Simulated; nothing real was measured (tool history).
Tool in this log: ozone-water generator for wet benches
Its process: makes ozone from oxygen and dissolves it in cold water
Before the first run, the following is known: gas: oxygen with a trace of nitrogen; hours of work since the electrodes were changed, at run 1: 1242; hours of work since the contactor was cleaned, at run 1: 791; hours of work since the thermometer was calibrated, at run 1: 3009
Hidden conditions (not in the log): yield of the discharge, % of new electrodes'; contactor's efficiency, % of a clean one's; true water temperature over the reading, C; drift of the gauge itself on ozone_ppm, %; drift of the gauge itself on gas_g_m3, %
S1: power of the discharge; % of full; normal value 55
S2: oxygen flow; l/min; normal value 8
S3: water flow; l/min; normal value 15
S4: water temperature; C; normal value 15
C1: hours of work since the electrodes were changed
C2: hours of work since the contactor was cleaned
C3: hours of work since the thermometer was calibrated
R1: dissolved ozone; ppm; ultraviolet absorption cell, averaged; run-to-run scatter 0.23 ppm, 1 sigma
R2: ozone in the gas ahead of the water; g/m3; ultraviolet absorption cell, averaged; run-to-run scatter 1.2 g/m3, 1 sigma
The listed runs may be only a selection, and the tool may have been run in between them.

run 1 hour=0 | S1=55 S2=8 S3=15 S4=15 | C1=1242 C2=791 C3=3009 | R1=32.5 R2=219.4
run 2 hour=32.2 | S1=55 S2=8 S3=15 S4=15 | C1=1274 C2=823 C3=3041 | R1=32.7 R2=217.9
run 3 hour=71.6 | S1=55 S2=8 S3=15 S4=15 | C1=1313 C2=862 C3=3081 | R1=32.7 R2=215.2
run 4 hour=101.8 | S1=55 S2=14.01 S3=15 S4=15 | C1=1343 C2=892 C3=3111 | R1=27.5 R2=151.9
run 5 hour=137.5 | S1=55 S2=8 S3=15 S4=15 | C1=1379 C2=928 C3=3146 | R1=32.6 R2=217.3
run 6 hour=159.4 | S1=55 S2=8.99 S3=15 S4=15 | C1=1401 C2=950 C3=3168 | R1=31.7 R2=202.3
run 7 hour=186.6 | S1=55 S2=8.99 S3=15 S4=15 | C1=1428 C2=977 C3=3195 | R1=31.6 R2=200.7
run 8 hour=221.4 | S1=55 S2=8.99 S3=15 S4=15 | C1=1462 C2=1011 C3=3230 | R1=31 R2=202.2
run 9 hour=238.7 | S1=55 S2=8.99 S3=15 S4=15 | C1=1480 C2=1029 C3=3247 | R1=31.5 R2=199.8
run 10 hour=258.9 | S1=54 S2=8 S3=15 S4=15 | C1=1500 C2=1049 C3=3267 | R1=32 R2=214.3
run 11 hour=289.5 | S1=55 S2=8 S3=15 S4=10 | C1=1530 C2=1079 C3=3298 | R1=35.5 R2=216.2
run 12 hour=308.9 | S1=55 S2=8 S3=15 S4=10 | C1=1550 C2=1099 C3=3317 | R1=35.5 R2=216.9
run 13 hour=326.6 | S1=55 S2=5.87 S3=15 S4=15 | C1=1567 C2=1116 C3=3334 | R1=34.3 R2=258.4
run 14 hour=342.8 | S1=43 S2=8 S3=15 S4=15 | C1=1583 C2=1132 C3=3351 | R1=27.5 R2=184.5
run 15 hour=381.9 | S1=43 S2=8 S3=15 S4=15 | C1=1622 C2=1171 C3=3390 | R1=27.9 R2=186.9
run 16 hour=399.1 | S1=43 S2=8 S3=15 S4=15 | C1=1639 C2=1188 C3=3407 | R1=27.6 R2=186.5
run 17 hour=428.8 | S1=55 S2=8 S3=15 S4=12 | C1=1669 C2=1218 C3=3436 | R1=33.9 R2=212.8
run 18 hour=454.2 | S1=44 S2=4.1 S3=15 S4=15 | C1=1694 C2=1243 C3=3462 | R1=31.2 R2=285.6
run 19 hour=470.8 | S1=44 S2=4.1 S3=15 S4=15 | C1=1711 C2=1260 C3=3478 | R1=30.7 R2=286
run 20 hour=510.5 | S1=100 S2=8.81 S3=15 S4=15 | C1=1750 C2=1299 C3=3518 | R1=44.3 R2=286.1
run 21 hour=532.3 | S1=55 S2=4.71 S3=9 S4=15 | C1=1772 C2=1321 C3=3539 | R1=51.6 R2=295.1
run 22 hour=556.6 | S1=55 S2=4.71 S3=9 S4=8 | C1=1796 C2=1345 C3=3564 | R1=59.2 R2=299.3
run 23 hour=582.2 | S1=55 S2=4.67 S3=11 S4=8 | C1=1822 C2=1371 C3=3589 | R1=50.5 R2=297.5
run 24 hour=610 | S1=62 S2=8 S3=9 S4=15 | C1=1850 C2=1399 C3=3617 | R1=47.1 R2=228.6
run 25 hour=644.9 | S1=62 S2=8 S3=10 S4=15 | C1=1884 C2=1433 C3=3652 | R1=44.6 R2=226.3
-- hour=653.5 water thermometer calibrated
run 26 hour=674 | S1=62 S2=8 S3=10 S4=15 | C1=1913 C2=1462 C3=20 | R1=45.2 R2=225.8
run 27 hour=708.3 | S1=62 S2=8 S3=10 S4=15 | C1=1947 C2=1496 C3=55 | R1=44.5 R2=228.5
run 28 hour=740.4 | S1=55 S2=8 S3=10 S4=11 | C1=1979 C2=1528 C3=86 | R1=45.7 R2=210.5
run 29 hour=761.5 | S1=55 S2=13.88 S3=10 S4=11 | C1=2000 C2=1549 C3=108 | R1=37.4 R2=149.4
run 30 hour=800 | S1=95 S2=13.88 S3=10 S4=11 | C1=2038 C2=1587 C3=146 | R1=51.4 R2=204.8
run 31 hour=825.4 | S1=95 S2=8.39 S3=10 S4=21 | C1=2064 C2=1613 C3=171 | R1=48.9 R2=283.9
run 32 hour=856.5 | S1=55 S2=7.85 S3=15 S4=15 | C1=2095 C2=1644 C3=202 | R1=31.8 R2=213.6
run 33 hour=889.8 | S1=55 S2=7.85 S3=15 S4=15 | C1=2128 C2=1677 C3=235 | R1=31.6 R2=213.7

What if the next run were any one of these 4? Each begins from the tool's condition after run 33:
run A hour=926.9 | S1=55 S2=10.83 S3=22 S4=15 | C1=2165 C2=1714 C3=272 | R1=? R2=?
run B hour=926.9 | S1=45 S2=4.79 S3=15 S4=15 | C1=2165 C2=1714 C3=272 | R1=? R2=?
run C hour=926.9 | S1=55 S2=7.85 S3=13 S4=13 | C1=2165 C2=1714 C3=272 | R1=? R2=?
run D hour=926.9 | S1=61 S2=7.85 S3=21 S4=15 | C1=2165 C2=1714 C3=272 | R1=? R2=?

run=A R1=21.6 R2=173
run=B R1=30.2 R2=258.8
run=C R1=36.4 R2=211.2
run=D R1=25.3 R2=228.1
Take away the tool's hidden state, keep each run's random variation, and the runs would have read:
run=A R1=24.2 R2=187.3
run=B R1=33.4 R2=277.1
run=C R1=40.6 R2=228.6
run=D R1=28.6 R2=248.5

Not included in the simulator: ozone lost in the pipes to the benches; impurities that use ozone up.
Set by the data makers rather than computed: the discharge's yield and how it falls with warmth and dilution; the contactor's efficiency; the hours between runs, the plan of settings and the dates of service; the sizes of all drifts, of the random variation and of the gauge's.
